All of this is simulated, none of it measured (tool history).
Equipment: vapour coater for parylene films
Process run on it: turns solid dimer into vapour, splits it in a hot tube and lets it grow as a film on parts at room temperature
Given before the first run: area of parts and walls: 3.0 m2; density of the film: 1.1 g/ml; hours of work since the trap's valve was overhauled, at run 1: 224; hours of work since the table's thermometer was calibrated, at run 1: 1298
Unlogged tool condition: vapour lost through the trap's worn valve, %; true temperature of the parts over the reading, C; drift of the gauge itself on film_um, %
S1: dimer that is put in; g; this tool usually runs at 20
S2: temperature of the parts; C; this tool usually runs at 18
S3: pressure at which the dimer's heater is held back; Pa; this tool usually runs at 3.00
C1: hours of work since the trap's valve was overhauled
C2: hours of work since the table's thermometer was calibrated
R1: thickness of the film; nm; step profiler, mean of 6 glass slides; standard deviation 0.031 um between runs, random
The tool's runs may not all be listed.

run	hour	S1	S2	S3	C1	C2	R1
1	0.0	20	18	3.00	224	1298	2960
# hour 68.8: trap's valve overhauled
2	72.4	20	18	3.00	2	1329	3020
3	111.8	20	18	3.00	20	1348	3010
4	144.4	20	23	3.00	35	1363	2370
5	200.8	9	23	3.00	61	1388	1060
6	243.0	20	18	3.00	80	1408	2930
7	303.2	20	18	3.00	108	1436	3000
8	371.0	20	18	3.00	139	1467	3040
9	442.8	20	18	3.00	172	1500	3010
10	501.8	20	18	3.00	199	1527	3010
11	531.9	20	17	3.00	213	1541	3120
12	585.9	20	17	3.00	238	1565	3090
13	616.9	23	18	3.00	252	1580	3500
# hour 627.3: trap's valve overhauled
14	677.2	27	18	3.00	23	1605	4040
15	718.8	27	14	3.00	42	1625	4910
16	769.3	27	14	3.00	65	1648	4860
17	818.3	27	14	3.00	88	1670	4920
18	855.7	27	14	3.00	105	1687	4920
19	919.2	27	14	3.00	134	1717	4840
20	949.3	20	18	3.00	148	1730	3060
21	992.2	16	18	3.00	168	1750	2370
22	1049.9	16	18	3.00	194	1777	2400
23	1091.8	16	18	4.14	213	1796	2350
24	1128.3	16	18	4.14	230	1813	2260
# hour 1187.2: trap's valve overhauled
25	1200.8	16	18	3.06	6	1844	2380
26	1233.8	16	18	3.06	21	1859	2400
27	1294.0	20	18	3.06	49	1887	3030
# hour 1328.9: table's thermometer calibrated
28	1328.9	20	21	11.93	65	0	2270
29	1377.4	20	21	11.93	87	22	2210
30	1446.1	14	22	11.09	118	54	1500
31	1479.0	11	12	11.09	134	69	1880
32	1535.2	33	19	2.20	159	95	4780
33	1603.4	33	19	2.20	191	126	4900
34	1668.8	10	13	2.50	221	156	1900
35	1738.4	12	13	9.30	253	188	2010
# hour 1748.0: trap's valve overhauled
36	1780.9	19	12	9.30	15	206	3340
37	1852.1	8	14	2.66	48	239	1490
38	1907.9	8	14	2.66	73	264	1450
39	1972.4	8	14	2.66	103	294	1500
40	2044.5	22	17	3.18	136	327	3370
41	2076.1	20	12	2.41	151	341	4060
42	2144.5	11	18	3.00	182	373	1650
43	2185.3	11	18	3.00	201	392	1640
44	2234.8	11	18	3.00	224	414	1690
45	2297.9	10	18	10.90	253	443	1330
# hour 2307.1: trap's valve overhauled
46	2362.1	17	19	8.10	25	471	2190
47	2396.6	20	18	9.11	41	487	2680

4 ways to go on from here, each from the tool as it stands after run 47. What would each give?
A	2456.5	20	14	5.62	69	514	?
B	2456.5	20	27	3.00	69	514	?
C	2456.5	14	18	5.30	69	514	?
D	2456.5	14	18	5.65	69	514	?

run	R1
A	3400
B	1920
C	1960
D	1980
With the hidden condition removed and each run's random variation left untouched, the same runs would have given:
run	R1
A	3410
B	1920
C	1960
D	1990

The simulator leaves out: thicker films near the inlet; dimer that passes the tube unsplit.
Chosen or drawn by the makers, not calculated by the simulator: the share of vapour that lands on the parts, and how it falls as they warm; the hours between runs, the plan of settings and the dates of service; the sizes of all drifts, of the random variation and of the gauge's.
